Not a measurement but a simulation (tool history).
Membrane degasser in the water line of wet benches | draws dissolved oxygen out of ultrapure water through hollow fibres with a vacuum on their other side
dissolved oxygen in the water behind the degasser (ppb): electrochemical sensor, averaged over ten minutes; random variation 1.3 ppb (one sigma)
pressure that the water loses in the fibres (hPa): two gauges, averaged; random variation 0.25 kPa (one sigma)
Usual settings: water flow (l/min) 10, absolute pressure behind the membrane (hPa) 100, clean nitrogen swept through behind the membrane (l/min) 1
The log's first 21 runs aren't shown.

run,day,water flow (l/min),absolute pressure behind the membrane (hPa),clean nitrogen swept through behind the membrane (l/min),dissolved oxygen in the water behind the degasser (ppb),pressure that the water loses in the fibres (hPa)
22,124.7,10,101,1,176.8,689.1
23,128.667,10,101,1,175.7,690.3
24,132.538,10,101,1,175.3,689.3
25,136.342,7,249,1,381.9,483
26,141.925,7,249,1,386.2,483.4
27,145.721,9,114,1,187.9,623
28,152.192,9,114,1,190.5,619.8
29,157.408,9,114,1,192.1,619.6
30,160.942,9,114,1,187.6,623.1
31,168.4,12,100,0.93,222.4,831.3

3 ways to go on from here, each from the tool as it stands after run 31. What would each give?
A,175.783,10,100,0.84,?,?
B,175.783,10,100,0.52,?,?
C,175.783,11,92,0.88,?,?

run,dissolved oxygen in the water behind the degasser (ppb),pressure that the water loses in the fibres (hPa)
A,205.3,692.2
B,308.3,699.4
C,196,766.5
Without the tool's hidden state the same runs would have given:
run,dissolved oxygen in the water behind the degasser (ppb),pressure that the water loses in the fibres (hPa)
A,193.1,679.9
B,293.9,687
C,184.9,752.9
